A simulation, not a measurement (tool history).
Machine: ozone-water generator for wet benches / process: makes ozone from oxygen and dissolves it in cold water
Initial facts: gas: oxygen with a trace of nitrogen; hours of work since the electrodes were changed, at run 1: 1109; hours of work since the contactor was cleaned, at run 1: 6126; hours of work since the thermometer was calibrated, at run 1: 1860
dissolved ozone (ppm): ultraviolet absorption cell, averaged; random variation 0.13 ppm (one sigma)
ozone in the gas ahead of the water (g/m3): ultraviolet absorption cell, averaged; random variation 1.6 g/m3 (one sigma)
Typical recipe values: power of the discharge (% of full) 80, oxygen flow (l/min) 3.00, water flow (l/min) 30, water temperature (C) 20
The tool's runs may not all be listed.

run     day  power of the discharge (% of full)  oxygen flow (l/min)  water flow (l/min)  water temperature (C)  hours of work since the electrodes were changed  hours of work since the contactor was cleaned  hours of work since the thermometer was calibrated  dissolved ozone (ppm)  ozone in the gas ahead of the water (g/m3)
  1   0.000                                  80                 3.00                  30                     20                                             1109                                           6126                                                1860                   12.4                                       287.8
  2   4.096                                  80                 3.00                  30                     20                                             1183                                           6201                                                1935                   12.4                                       282.5
  3  10.821                                  80                 3.00                  30                     20                                             1306                                           6323                                                2057                   12.5                                       283.6
  4  13.908                                  80                 3.00                  30                     20                                             1362                                           6380                                                2114                   12.3                                       285.3
  5  21.250                                  80                 3.00                  30                     20                                             1496                                           6513                                                2247                   12.4                                       285.6
  6  25.729                                  80                 3.00                  30                     20                                             1578                                           6595                                                2329                   12.2                                       283.0
  7  30.108                                  80                 2.39                  19                     20                                             1658                                           6675                                                2409                   19.5                                       321.6
  8  35.767                                  80                 2.39                  19                     20                                             1761                                           6778                                                2512                   19.8                                       323.2
  9  42.117                                  80                 2.39                  19                     20                                             1876                                           6894                                                2628                   19.8                                       318.1
 10  48.550                                  62                 2.73                  23                     25                                             1994                                           7011                                                2745                   12.9                                       250.2
 11  51.621                                  62                 2.73                  23                     25                                             2050                                           7067                                                2801                   13.1                                       251.8
 12  58.654                                  83                 3.03                  28                     13                                             2178                                           7195                                                2929                   14.0                                       282.8

5 ways to go on from here, each from the tool as it stands after run 12. What would each give?
  A  62.679                                  80                 3.00                  30                     14                                             2251                                           7268                                                3002                      ?                                           ?
  B  62.679                                  70                 1.54                  28                     13                                             2251                                           7268                                                3002                      ?                                           ?
  C  62.679                                  83                 4.13                  46                     20                                             2251                                           7268                                                3002                      ?                                           ?
  D  62.679                                  80                 2.66                  30                     20                                             2251                                           7268                                                3002                      ?                                           ?
  E  62.679                                  80                 4.08                  18                     27                                             2251                                           7268                                                3002                      ?                                           ?

run  dissolved ozone (ppm)  ozone in the gas ahead of the water (g/m3)
  A                   12.6                                       277.7
  B                   10.6                                       378.6
  C                    7.6                                       235.0
  D                   11.7                                       297.8
  E                   18.7                                       230.8
With the hidden condition removed and each run's random variation left untouched, the same runs would have given:
run  dissolved ozone (ppm)  ozone in the gas ahead of the water (g/m3)
  A                   14.4                                       294.6
  B                   12.1                                       399.7
  C                    8.9                                       249.5
  D                   13.5                                       315.8
  E                   21.3                                       244.8
